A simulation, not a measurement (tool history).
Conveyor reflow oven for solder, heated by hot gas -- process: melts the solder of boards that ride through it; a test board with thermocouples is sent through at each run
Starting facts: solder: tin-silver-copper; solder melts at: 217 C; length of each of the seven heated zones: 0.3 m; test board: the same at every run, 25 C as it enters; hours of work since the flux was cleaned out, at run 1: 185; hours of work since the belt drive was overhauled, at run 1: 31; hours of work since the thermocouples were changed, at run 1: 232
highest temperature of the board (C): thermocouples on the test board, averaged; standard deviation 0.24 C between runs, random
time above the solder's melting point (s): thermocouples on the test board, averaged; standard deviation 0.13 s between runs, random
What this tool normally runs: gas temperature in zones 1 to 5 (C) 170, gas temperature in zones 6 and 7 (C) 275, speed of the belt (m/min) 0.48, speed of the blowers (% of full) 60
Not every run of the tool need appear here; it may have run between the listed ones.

run     day  gas temperature in zones 1 to 5 (C)  gas temperature in zones 6 and 7 (C)  speed of the belt (m/min)  speed of the blowers (% of full)  hours of work since the flux was cleaned out  hours of work since the belt drive was overhauled  hours of work since the thermocouples were changed  highest temperature of the board (C)  time above the solder's melting point (s)
  1       0                                  170                                   275                       0.48                                60                                           185                                                 31                                                 232                                 254.5                                       55.5
  2   0.354                                  170                                   275                       0.48                                60                                           189                                                 35                                                 236                                 254.2                                       55.5
  3   0.821                                  170                                   275                       0.48                                60                                           195                                                 41                                                 241                                 254.4                                       55.6
  4   1.296                                  170                                   275                       0.48                                60                                           200                                                 46                                                 247                                 254.4                                       55.5
  5   1.717                                  170                                   275                       0.48                                60                                           205                                                 51                                                 251                                   254                                       55.5
  6   2.033                                  170                                   275                       0.48                                60                                           209                                                 55                                                 255                                 254.4                                       55.4
  7   2.471                                  170                                   275                        0.4                                60                                           214                                                 60                                                 260                                 260.6                                       72.9
  8   2.692                                  170                                   275                        0.4                                60                                           216                                                 62                                                 263                                 260.6                                       72.6
  9   3.067                                  170                                   275                        0.4                                60                                           221                                                 67                                                 267                                   261                                       72.9
 10   3.462                                  170                                   275                        0.4                                86                                           225                                                 71                                                 271                                 265.4                                       76.6
 11   3.875                                  170                                   275                        0.4                                86                                           230                                                 76                                                 276                                 265.5                                       76.7
 12     4.1                                  170                                   275                        0.4                                86                                           233                                                 78                                                 279                                 265.4                                       76.7
 13   4.412                                  170                                   275                        0.4                                86                                           236                                                 82                                                 282                                 265.3                                       76.9
 14   4.871                                  170                                   275                        0.4                                86                                           241                                                 87                                                 288                                 265.8                                       76.7
 15   5.233                                  155                                   275                        0.4                                86                                           245                                                 91                                                 292                                 264.2                                       71.1
 16   5.454                                  170                                   266                       0.48                                60                                           248                                                 94                                                 294                                 246.2                                       49.6
 17   5.688                                  170                                   266                       0.48                                60                                           251                                                 97                                                 297                                 246.9                                       49.4
 18   5.988                                  170                                   266                       0.48                                60                                           254                                                100                                                 300                                 246.4                                       49.4
 19   6.438                                  170                                   266                      0.504                                76                                           259                                                105                                                 306                                 249.2                                       49.8
 20   6.758                                  179                                   275                       0.48                                61                                           263                                                109                                                 309                                 256.9                                         60
 21    7.25                                  170                                   283                       0.48                                60                                           269                                                115                                                 315                                 261.1                                       59.8
 22   7.529                                  157                                   279                      0.461                                60                                           272                                                118                                                 318                                 256.8                                       55.5
 23   7.812                                  171                                   275                      0.542                                51                                           275                                                121                                                 321                                 246.1                                       41.8
 24   8.162                                  183                                   288                      0.448                                68                                           279                                                125                                                 325                                 272.6                                       75.2
 25   8.567                                  170                                   273                       0.42                                60                                           284                                                130                                                 330                                 256.9                                       66.5
 26   8.921                                  170                                   273                       0.42                                60                                           288                                                134                                                 334                                 256.9                                       66.8
 27   9.138                                  170                                   288                       0.42                                70                                           290                                                136                                                 337                                 273.1                                       76.2
 28   9.408                                  163                                   275                       0.48                                86                                           293                                                139                                                 340                                 259.3                                       57.9
 29   9.692                                  163                                   264                       0.48                                86                                           297                                                143                                                 343                                   250                                       51.9
 30     9.9                                  163                                   272                      0.462                                86                                           299                                                145                                                 345                                 257.8                                       59.5
 31  10.167                                  170                                   275                      0.382                                51                                           302                                                148                                                 348                                 259.7                                       75.1

Below are 3 alternative next runs, each starting from the tool's condition after run 31. Predict each:
  A  10.454                                  178                                   275                      0.381                                51                                           305                                                151                                                 352                                     ?                                          ?
  B  10.454                                  170                                   285                       0.48                                63                                           305                                                151                                                 352                                     ?                                          ?
  C  10.454                                  170                                   284                      0.382                                79                                           305                                                151                                                 352                                     ?                                          ?

run  highest temperature of the board (C)  time above the solder's melting point (s)
  A                                 260.9                                       79.7
  B                                 263.6                                       61.4
  C                                 274.5                                       84.6
Had the tool no hidden state, the same runs would have come out as:
run  highest temperature of the board (C)  time above the solder's melting point (s)
  A                                   261                                       79.8
  B                                 263.7                                       61.4
  C                                 274.6                                       84.6

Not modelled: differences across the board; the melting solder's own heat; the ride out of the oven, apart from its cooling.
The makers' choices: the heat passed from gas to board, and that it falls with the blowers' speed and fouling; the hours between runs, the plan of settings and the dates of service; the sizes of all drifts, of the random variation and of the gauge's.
